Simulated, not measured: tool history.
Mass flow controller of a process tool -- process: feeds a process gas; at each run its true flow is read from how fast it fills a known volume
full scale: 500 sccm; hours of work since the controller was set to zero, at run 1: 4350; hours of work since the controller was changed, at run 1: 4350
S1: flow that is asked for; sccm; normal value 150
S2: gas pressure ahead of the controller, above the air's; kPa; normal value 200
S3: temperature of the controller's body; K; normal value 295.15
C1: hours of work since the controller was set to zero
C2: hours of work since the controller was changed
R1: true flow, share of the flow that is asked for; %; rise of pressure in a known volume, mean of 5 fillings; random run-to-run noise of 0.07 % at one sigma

Run 1, hour 0.0: usual settings; C1 4350; C2 4350. Result: R1 92.52 %.
Run 2, hour 79.2: usual settings; C1 4380; C2 4380. Result: R1 92.32 %.
Run 3, hour 136.6: usual settings but S1 99 sccm; C1 4402; C2 4402. Result: R1 90.55 %.
Run 4, hour 211.9: usual settings but S1 99 sccm; C1 4430; C2 4430. Result: R1 90.49 %.
Run 5, hour 309.7: usual settings; C1 4467; C2 4467. Result: R1 92.23 %.
Run 6, hour 398.5: usual settings but S3 296.15 K; C1 4500; C2 4500. Result: R1 92.09 %.
Run 7, hour 480.1: usual settings but S3 296.15 K; C1 4530; C2 4530. Result: R1 92.02 %.
Run 8, hour 560.7: usual settings but S3 296.15 K; C1 4561; C2 4561. Result: R1 92.05 %.
Run 9, hour 631.8: usual settings but S3 296.15 K; C1 4587; C2 4587. Result: R1 91.98 %.
Run 10, hour 722.7: usual settings but S3 294.15 K; C1 4621; C2 4621. Result: R1 92.10 %.
Run 11, hour 810.2: usual settings but S3 294.15 K; C1 4654; C2 4654. Result: R1 92.11 %.
Run 12, hour 886.0: usual settings but S3 294.15 K; C1 4683; C2 4683. Result: R1 91.83 %.
Run 13, hour 933.2: usual settings but S3 300.15 K; C1 4700; C2 4700. Result: R1 91.48 %.
Run 14, hour 1011.8: usual settings; C1 4730; C2 4730. Result: R1 91.77 %.
Run 15, hour 1073.2: usual settings; C1 4753; C2 4753. Result: R1 91.79 %.
Run 16, hour 1146.0: usual settings; C1 4780; C2 4780. Result: R1 91.82 %.
Run 17, hour 1191.2: usual settings; C1 4797; C2 4797. Result: R1 91.80 %.
Run 18, hour 1233.1: usual settings but S3 306.15 K; C1 4813; C2 4813. Result: R1 90.64 %.
Run 19, hour 1332.0: usual settings but S3 306.15 K; C1 4850; C2 4850. Result: R1 90.69 %.
Run 20, hour 1425.9: usual settings but S3 305.15 K; C1 4885; C2 4885. Result: R1 90.72 %.
Run 21, hour 1515.8: usual settings but S3 305.15 K; C1 4919; C2 4919. Result: R1 90.65 %.
Run 22, hour 1599.1: usual settings but S3 305.15 K; C1 4950; C2 4950. Result: R1 90.56 %.
Run 23, hour 1666.1: usual settings but S3 304.15 K; C1 4975; C2 4975. Result: R1 90.68 %.
Run 24, hour 1738.2: usual settings but S1 157 sccm; C1 5002; C2 5002. Result: R1 91.72 %.
Run 25, hour 1818.0: usual settings but S1 94 sccm; C1 5032; C2 5032. Result: R1 89.01 %.
Run 26, hour 1903.5: usual settings but S2 162 kPa; C1 5064; C2 5064. Result: R1 91.63 %.
At hour 1910.1: controller's zero set anew.
Run 27, hour 1971.6: usual settings but S2 162 kPa; C1 23; C2 5090. Result: R1 89.36 %.
Run 28, hour 2028.9: usual settings but S1 347 sccm, S2 234 kPa, S3 302.15 K; C1 45; C2 5111. Result: R1 92.43 %.
Run 29, hour 2092.2: usual settings but S2 229 kPa; C1 68; C2 5135. Result: R1 88.92 %.
At hour 2120.5: controller's zero set anew, once more.
Run 30, hour 2145.0: usual settings but S1 108 sccm, S2 267 kPa, S3 310.15 K; C1 9; C2 5154. Result: R1 92.72 %.
Run 31, hour 2233.4: usual settings but S1 396 sccm, S2 210 kPa, S3 310.15 K; C1 42; C2 5188. Result: R1 94.46 %.
Run 32, hour 2320.0: usual settings but S1 396 sccm, S2 210 kPa, S3 310.15 K; C1 75; C2 5220. Result: R1 94.51 %.
Run 33, hour 2391.8: usual settings but S1 78 sccm, S2 203 kPa, S3 309.15 K; C1 102; C2 5247. Result: R1 93.03 %.
Run 34, hour 2468.2: usual settings but S1 86 sccm, S2 192 kPa, S3 309.15 K; C1 130; C2 5276. Result: R1 92.89 %.
Run 35, hour 2544.2: usual settings but S1 205 sccm, S2 259 kPa, S3 296.15 K; C1 159; C2 5304. Result: R1 94.49 %.
Run 36, hour 2594.6: usual settings but S1 61 sccm, S2 264 kPa, S3 298.15 K; C1 178; C2 5323. Result: R1 93.33 %.
At hour 2659.4: controller exchanged for a calibrated one.
Run 37, hour 2673.4: usual settings but S1 61 sccm, S2 250 kPa, S3 298.15 K; C1 5; C2 5. Result: R1 97.67 %.
Run 38, hour 2726.3: usual settings but S1 284 sccm, S2 222 kPa, S3 298.15 K; C1 25; C2 25. Result: R1 98.88 %.
Run 39, hour 2772.8: usual settings but S1 206 sccm, S2 251 kPa, S3 309.15 K; C1 43; C2 43. Result: R1 97.32 %.
Run 40, hour 2855.3: usual settings but S1 206 sccm, S2 206 kPa, S3 311.15 K; C1 73; C2 73. Result: R1 97.33 %.
Run 41, hour 2944.3: usual settings but S1 55 sccm, S2 243 kPa, S3 303.15 K; C1 107; C2 107. Result: R1 96.79 %.
Run 42, hour 3002.3: usual settings but S1 409 sccm, S2 176 kPa, S3 299.15 K; C1 129; C2 129. Result: R1 99.55 %.
Run 43, hour 3085.4: usual settings but S1 206 sccm, S2 199 kPa, S3 294.15 K; C1 160; C2 160. Result: R1 98.84 %.
Run 44, hour 3144.5: usual settings but S1 163 sccm, S2 228 kPa, S3 309.15 K; C1 182; C2 182. Result: R1 97.06 %.
Run 45, hour 3188.3: usual settings but S1 328 sccm; C1 198; C2 198. Result: R1 99.42 %.
Run 46, hour 3240.2: usual settings but S1 103 sccm, S2 206 kPa; C1 218; C2 218. Result: R1 98.02 %.
Run 47, hour 3335.6: usual settings but S1 103 sccm, S2 224 kPa; C1 254; C2 254. Result: R1 97.98 %.

4 options for the next run, each taken on its own from the tool as it stands now. Forecast them:
Run A, hour 3404.5: usual settings but S1 94 sccm, S2 174 kPa, S3 311.15 K; C1 279; C2 279. Result: R1 ?.
Run B, hour 3404.5: usual settings but S1 473 sccm, S2 247 kPa; C1 279; C2 279. Result: R1 ?.
Run C, hour 3404.5: usual settings but S2 211 kPa; C1 279; C2 279. Result: R1 ?.
Run D, hour 3404.5: usual settings but S1 198 sccm, S2 271 kPa, S3 308.15 K; C1 279; C2 279. Result: R1 ?.

run     R1
  A  96.53
  B  99.77
  C  98.24
  D  96.89
With no hidden state in the tool, these same runs would have given:
run     R1
  A  97.05
  B  99.93
  C  98.59
  D  97.17

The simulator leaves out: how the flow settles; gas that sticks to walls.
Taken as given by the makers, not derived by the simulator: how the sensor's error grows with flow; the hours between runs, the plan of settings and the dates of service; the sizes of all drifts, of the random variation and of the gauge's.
